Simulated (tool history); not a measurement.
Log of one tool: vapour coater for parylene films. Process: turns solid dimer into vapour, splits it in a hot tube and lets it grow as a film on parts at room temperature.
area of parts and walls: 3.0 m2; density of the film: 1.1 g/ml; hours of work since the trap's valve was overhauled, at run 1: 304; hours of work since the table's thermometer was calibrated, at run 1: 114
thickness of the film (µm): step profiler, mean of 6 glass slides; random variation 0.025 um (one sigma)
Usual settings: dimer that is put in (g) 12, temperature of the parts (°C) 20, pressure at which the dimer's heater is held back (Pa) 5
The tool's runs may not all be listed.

run,hour,dimer that is put in (g),temperature of the parts (°C),pressure at which the dimer's heater is held back (Pa),hours of work since the trap's valve was overhauled,hours of work since the table's thermometer was calibrated,thickness of the film (µm)
1,0,12,20,5,304,114,1.76
2,21.3,12,20,5,323,133,1.75
3,38.8,12,20,7.59,338,148,1.61
4,64.9,12,20,7.59,361,171,1.64
5,95.8,12,20,7.59,389,199,1.65
6,116,12,20,7.59,407,216,1.6
7,139.8,12,20,7.59,428,238,1.63
8,153.4,15,20,5,440,250,2.12
9,178.5,15,20,5,462,272,2.14
10,204.9,20,20,5,486,295,2.82
11,223.6,20,20,5,502,312,2.75
12,243.8,20,20,5,520,330,2.79
# hour 261.7: trap's valve overhauled
13,273.4,20,20,5,10,352,2.76
14,294.3,12,20,5,29,371,1.65
15,316.1,8,20,5,48,390,1.12
16,335.9,8,20,10.69,66,408,0.99
17,350.4,12,20,5,79,421,1.61
# hour 355.9: trap's valve overhauled, once more
18,375.6,12,20,8.02,17,439,1.64
19,401.4,12,17,5,40,462,2.09
20,431.5,12,20,5,67,489,1.78
21,455.9,12,25,5,89,511,1.4
22,487,12,25,6.64,116,538,1.36
23,508.2,12,25,6.64,135,557,1.32
24,534.1,12,25,6.64,158,580,1.33
25,554.5,9,23,3.66,176,598,1.16
26,580.1,9,20,2.06,199,621,1.49
27,595.5,9,20,2.75,212,634,1.47
28,609.6,12,20,7.58,225,647,1.6
29,634.4,12,20,7.58,247,669,1.59
30,655.2,12,20,7.58,265,687,1.62
31,680.2,12,20,5,287,709,1.67
32,708.7,14,21,5,313,735,1.9
33,731,19,14,3.07,332,754,3.85
34,750.6,9,14,3.07,350,772,1.82
35,767.5,14,14,6.91,365,787,2.53
36,798.9,9,18,3.18,393,814,1.51
37,816.7,9,18,3.18,408,830,1.42
38,830.9,9,18,2.29,421,843,1.52
39,858.2,9,15,10.97,445,867,1.39
40,876.8,18,20,7.85,462,883,2.37
41,892.7,18,20,7.85,476,898,2.34
42,919.8,16,18,4.93,500,922,2.39
43,935.8,16,18,4.93,514,936,2.4
44,955,16,18,4.93,531,953,2.44
# hour 962: trap's valve overhauled
45,974,7,24,9.56,11,966,0.75
46,994.3,7,31,4.93,29,984,0.6

5 ways to go on from here, each from the tool as it stands after run 46. What would each give?
A,1026.8,10,12,4.93,57,1013,?
B,1026.8,9,15,8.59,57,1013,?
C,1026.8,10,15,8.44,57,1013,?
D,1026.8,20,27,2.12,57,1013,?
E,1026.8,11,30,5.88,57,1013,?

run,thickness of the film (µm)
A,2.13
B,1.53
C,1.69
D,2.35
E,0.96
Without the tool's hidden state the same runs would have given:
run,thickness of the film (µm)
A,2.27
B,1.62
C,1.8
D,2.5
E,1.02

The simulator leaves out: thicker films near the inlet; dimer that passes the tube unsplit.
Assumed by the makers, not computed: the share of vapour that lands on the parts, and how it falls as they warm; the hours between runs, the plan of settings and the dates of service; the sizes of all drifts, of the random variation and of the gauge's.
